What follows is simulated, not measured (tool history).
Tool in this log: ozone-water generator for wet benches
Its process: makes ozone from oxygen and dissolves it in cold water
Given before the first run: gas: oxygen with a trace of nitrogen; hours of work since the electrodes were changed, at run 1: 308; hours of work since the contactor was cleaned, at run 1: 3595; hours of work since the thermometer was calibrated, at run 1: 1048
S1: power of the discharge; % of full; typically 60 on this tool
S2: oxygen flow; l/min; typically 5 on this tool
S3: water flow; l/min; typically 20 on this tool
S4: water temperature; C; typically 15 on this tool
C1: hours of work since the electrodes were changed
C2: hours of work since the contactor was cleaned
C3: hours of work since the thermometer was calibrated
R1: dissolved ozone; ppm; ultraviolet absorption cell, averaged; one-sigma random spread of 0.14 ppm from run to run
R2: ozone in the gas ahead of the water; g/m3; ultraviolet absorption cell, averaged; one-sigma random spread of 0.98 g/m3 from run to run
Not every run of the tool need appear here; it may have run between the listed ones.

run	day	S1	S2	S3	S4	C1	C2	C3	R1	R2
1	0	60	5	20	15	308	3595	1048	16.9	169.4
2	1.121	70	5	20	15	329	3616	1069	19.1	189.5
3	1.854	70	5	20	15	343	3630	1083	18.9	187.9
4	3.196	97	5	20	15	369	3655	1108	23.8	234.1
5	4.692	60	5	20	15	397	3684	1137	17	171.7
6	5.629	60	5	20	15	415	3701	1154	17	168.8
7	6.958	60	5	14	15	440	3726	1179	21.9	169.6
8	8.175	60	5	14	15	463	3749	1202	21.8	168.8
9	9.458	60	5	14	15	487	3774	1227	21.8	169.4
10	10.667	60	5	20	15	510	3796	1250	17	169.1
11	11.667	60	5	20	15	529	3815	1268	17	168.4
12	12.825	60	5	20	15	550	3837	1290	17	167.6
13	13.875	72	3.01	30	22	570	3857	1310	11.7	245
14	15.025	60	6.74	20	15	592	3879	1332	17.6	145.9
15	15.979	81	3.02	13	12	610	3897	1350	28.5	265.1
16	16.817	81	3.02	13	12	626	3913	1366	28.3	262.8
17	18.058	60	5	24	10	649	3936	1389	15.3	171.1
18	19.596	60	3.7	24	15	678	3965	1418	13.9	196.4
19	20.733	60	5	25	8	700	3987	1440	15.2	169.1
20	21.917	60	5.32	22	15	722	4009	1462	15.5	163.9
21	23.329	44	3.51	22	15	749	4036	1489	12	163.2
22	24.346	44	3.51	22	15	768	4055	1508	12.1	162.7
23	25.792	60	5	14	8	795	4082	1535	24.2	168
24	26.858	98	5	24	15	816	4102	1555	20.2	234

Below are 4 alternative next runs, each starting from the tool's condition after run 24. Predict each:
A	28.158	49	6.86	23	15	840	4127	1580	?	?
B	28.158	53	5	20	15	840	4127	1580	?	?
C	28.158	98	5.47	24	15	840	4127	1580	?	?
D	28.158	68	5	24	15	840	4127	1580	?	?

run	R1	R2
A	13.5	125.4
B	15.5	154.9
C	20.5	224.9
D	15.9	183
The same runs, with their run-to-run variation unchanged, on a tool lacking any hidden condition would have given:
run	R1	R2
A	14	125.9
B	16	155.6
C	21.3	226.5
D	16.5	184.1
